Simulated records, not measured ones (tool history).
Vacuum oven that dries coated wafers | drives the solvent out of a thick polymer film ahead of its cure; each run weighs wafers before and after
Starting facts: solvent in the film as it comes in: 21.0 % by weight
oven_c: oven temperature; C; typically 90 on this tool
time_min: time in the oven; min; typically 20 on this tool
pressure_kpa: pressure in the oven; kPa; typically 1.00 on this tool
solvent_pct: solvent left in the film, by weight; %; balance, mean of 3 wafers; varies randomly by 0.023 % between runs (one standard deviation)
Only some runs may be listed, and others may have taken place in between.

{"run": 1, "hour": 0.0, "oven_c": 90, "time_min": 20, "pressure_kpa": 1.0, "solvent_pct": 1.81}
{"run": 2, "hour": 23.2, "oven_c": 84, "time_min": 20, "pressure_kpa": 1.0, "solvent_pct": 3.47}
{"run": 3, "hour": 34.2, "oven_c": 84, "time_min": 20, "pressure_kpa": 1.0, "solvent_pct": 3.44}
{"run": 4, "hour": 45.6, "oven_c": 84, "time_min": 20, "pressure_kpa": 1.0, "solvent_pct": 3.44}
{"run": 5, "hour": 66.9, "oven_c": 90, "time_min": 20, "pressure_kpa": 1.0, "solvent_pct": 1.82}
{"run": 6, "hour": 82.1, "oven_c": 90, "time_min": 20, "pressure_kpa": 1.0, "solvent_pct": 1.83}
{"run": 7, "hour": 96.0, "oven_c": 90, "time_min": 20, "pressure_kpa": 1.0, "solvent_pct": 1.86}
{"run": 8, "hour": 114.6, "oven_c": 90, "time_min": 20, "pressure_kpa": 1.0, "solvent_pct": 1.85}
{"run": 9, "hour": 137.0, "oven_c": 90, "time_min": 34, "pressure_kpa": 1.0, "solvent_pct": 0.63}
{"run": 10, "hour": 151.8, "oven_c": 93, "time_min": 12, "pressure_kpa": 1.0, "solvent_pct": 3.37}
{"run": 11, "hour": 166.9, "oven_c": 93, "time_min": 12, "pressure_kpa": 1.0, "solvent_pct": 3.38}
{"run": 12, "hour": 191.1, "oven_c": 79, "time_min": 12, "pressure_kpa": 2.76, "solvent_pct": 8.78}
{"hour": 193.7, "done": "vacuum gauge cleaned of residue and calibrated"}
{"run": 13, "hour": 209.8, "oven_c": 79, "time_min": 12, "pressure_kpa": 2.76, "solvent_pct": 8.77}
{"run": 14, "hour": 221.5, "oven_c": 79, "time_min": 12, "pressure_kpa": 2.76, "solvent_pct": 8.87}
{"run": 15, "hour": 240.9, "oven_c": 79, "time_min": 12, "pressure_kpa": 2.76, "solvent_pct": 8.82}
{"run": 16, "hour": 259.6, "oven_c": 101, "time_min": 20, "pressure_kpa": 1.0, "solvent_pct": 0.45}
{"run": 17, "hour": 280.1, "oven_c": 83, "time_min": 23, "pressure_kpa": 1.54, "solvent_pct": 3.28}

Run 18 is up next; what results do you expect?
{"run": 18, "hour": 300.4, "oven_c": 90, "time_min": 20, "pressure_kpa": 1.43, "solvent_pct": "?"}

{"run 18": {"solvent_pct": 2.08}}
Had the tool carried no hidden state, the very same run would have given solvent_pct 1.98 %.
